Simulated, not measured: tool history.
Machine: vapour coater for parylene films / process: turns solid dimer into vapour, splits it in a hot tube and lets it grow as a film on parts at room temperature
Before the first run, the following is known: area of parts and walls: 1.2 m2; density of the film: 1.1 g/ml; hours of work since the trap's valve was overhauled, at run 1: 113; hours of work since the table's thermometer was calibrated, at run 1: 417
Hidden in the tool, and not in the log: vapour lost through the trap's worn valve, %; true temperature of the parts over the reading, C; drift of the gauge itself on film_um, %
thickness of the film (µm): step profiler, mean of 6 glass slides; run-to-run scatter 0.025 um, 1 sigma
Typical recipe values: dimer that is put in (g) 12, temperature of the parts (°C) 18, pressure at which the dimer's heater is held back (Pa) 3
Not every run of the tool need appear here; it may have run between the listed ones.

run   hour  dimer that is put in (g)  temperature of the parts (°C)  pressure at which the dimer's heater is held back (Pa)  hours of work since the trap's valve was overhauled  hours of work since the table's thermometer was calibrated  thickness of the film (µm)
  1      0                        12                             18                                                       3                                                  113                                                         417                        4.84
  2   12.8                         9                             18                                                       3                                                  119                                                         422                        3.61
  3   28.6                         9                             18                                                       3                                                  125                                                         429                         3.6
  4     43                        10                             18                                                       3                                                  132                                                         435                        4.07
  5     64                        10                             18                                                       3                                                  141                                                         444                        4.05
  6   81.2                        12                             12                                                       3                                                  148                                                         452                        5.42
  7   93.4                        12                             12                                                       3                                                  153                                                         457                        5.44
  8  117.1                        17                             12                                                       3                                                  164                                                         467                        7.73
  9  137.5                        17                             12                                                       3                                                  172                                                         476                        7.68
 10  153.2                        17                             12                                                       3                                                  179                                                         483                        7.72
 11  167.5                        18                             18                                                       3                                                  185                                                         489                        7.18
 12  180.5                        18                             18                                                       3                                                  191                                                         494                        7.17
 13  199.4                        12                             16                                                       3                                                  199                                                         502                           5
 14  220.1                        12                             12                                                       3                                                  208                                                         511                        5.37
 15  234.5                        12                             18                                                       3                                                  214                                                         518                        4.84
 16  252.4                         5                             18                                                       3                                                  222                                                         525                           2
 17  268.5                         5                             18                                                       3                                                  229                                                         532                           2
 18  287.9                         8                             18                                                    9.21                                                  237                                                         540                        2.52
 19  301.4                         8                             18                                                    9.21                                                  243                                                         546                        2.53
 20  316.4                        18                             18                                                    2.31                                                  249                                                         553                        7.62
 21  340.3                         6                             18                                                    2.58                                                  259                                                         563                        2.48
 22  353.6                         8                             27                                                     3.1                                                  265                                                         569                        2.68
 23  377.5                        10                             18                                                       3                                                  275                                                         579                        3.96
 24    389                         6                             26                                                   11.78                                                  280                                                         584                        1.53
 25  408.2                         9                             25                                                    2.92                                                  289                                                         592                        3.14
 26  429.8                        12                             28                                                    5.24                                                  298                                                         601                        3.51
 27  445.9                        11                             18                                                   11.52                                                  305                                                         608                        3.32
 28  460.7                        11                             18                                                   11.52                                                  311                                                         615                        3.29
 29  474.8                        11                             18                                                   11.52                                                  317                                                         621                        3.29
 30  489.3                        11                             18                                                   11.52                                                  324                                                         627                        3.31
 31  500.3                        11                             18                                                   11.52                                                  328                                                         632                        3.31
 32  516.4                         6                             23                                                   11.52                                                  335                                                         639                        1.62

Branching from run 32: 4 alternative next runs. What would each branch give?
  A  536.2                        13                             13                                                    8.24                                                  344                                                         647                           ?
  B  536.2                         5                             24                                                    4.64                                                  344                                                         647                           ?
  C  536.2                         8                             23                                                   10.96                                                  344                                                         647                           ?
  D  536.2                         7                             19                                                    8.13                                                  344                                                         647                           ?

run  thickness of the film (µm)
  A                        4.58
  B                        1.61
  C                        2.21
  D                        2.22
Without the tool's unlogged condition, the same runs would have read:
run  thickness of the film (µm)
  A                        4.75
  B                        1.67
  C                        2.29
  D                         2.3

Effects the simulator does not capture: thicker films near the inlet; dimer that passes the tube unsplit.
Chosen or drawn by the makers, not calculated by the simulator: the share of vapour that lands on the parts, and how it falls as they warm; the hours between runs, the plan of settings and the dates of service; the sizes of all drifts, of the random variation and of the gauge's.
